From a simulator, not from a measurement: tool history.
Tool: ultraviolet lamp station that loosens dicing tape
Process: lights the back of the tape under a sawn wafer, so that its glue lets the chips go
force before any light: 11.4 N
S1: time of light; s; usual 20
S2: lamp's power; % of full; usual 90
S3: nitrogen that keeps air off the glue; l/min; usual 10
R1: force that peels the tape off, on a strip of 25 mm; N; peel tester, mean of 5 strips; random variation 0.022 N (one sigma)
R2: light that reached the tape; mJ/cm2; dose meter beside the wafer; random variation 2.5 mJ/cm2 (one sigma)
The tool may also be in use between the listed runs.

| run | hour | S1 | S2 | S3 | R1 | R2 |
|---|---|---|---|---|---|---|
| 1 | 0 | 20 | 90 | 10 | 1.913 | 220 |
| 2 | 32.9 | 20 | 90 | 8 | 2.263 | 216 |
| 3 | 70.8 | 20 | 90 | 5 | 3.039 | 213 |
| 4 | 101.1 | 20 | 90 | 5 | 3.11 | 209 |
| 5 | 147.5 | 20 | 90 | 10 | 2.183 | 202 |
| 6 | 170.9 | 20 | 90 | 12 | 1.944 | 196 |
| 7 | 216.8 | 20 | 90 | 12 | 2.088 | 194 |
| 8 | 250.5 | 20 | 88 | 10 | 2.473 | 188 |
| 9 | 288.8 | 20 | 66 | 10 | 3.604 | 133 |
|  | 332.8 | window cleaned of glue's vapour |
| 10 | 341.8 | 20 | 79 | 10 | 3.333 | 150 |
| 11 | 364.6 | 20 | 79 | 10 | 3.509 | 142 |
| 12 | 413.9 | 20 | 79 | 10 | 3.453 | 138 |
|  | 458.2 | window cleaned of glue's vapour, once more |
| 13 | 462.9 | 20 | 79 | 10 | 2.888 | 167 |
| 14 | 492.2 | 20 | 79 | 10 | 2.94 | 165 |
| 15 | 516 | 33 | 80 | 6 | 1.911 | 273 |
| 16 | 569.1 | 13 | 90 | 3 | 6.271 | 115 |
| 17 | 616.3 | 13 | 90 | 3 | 6.275 | 110 |
| 18 | 668.5 | 13 | 90 | 3 | 6.636 | 110 |

The next listed run, before its measurement:
| 19 | 698.4 | 13 | 90 | 3 | ? | ? |

R1: 6.453 N
R2: 109 mJ/cm2
Without the tool's hidden state the same run would have given R1 4.127 N, R2 197 mJ/cm2.
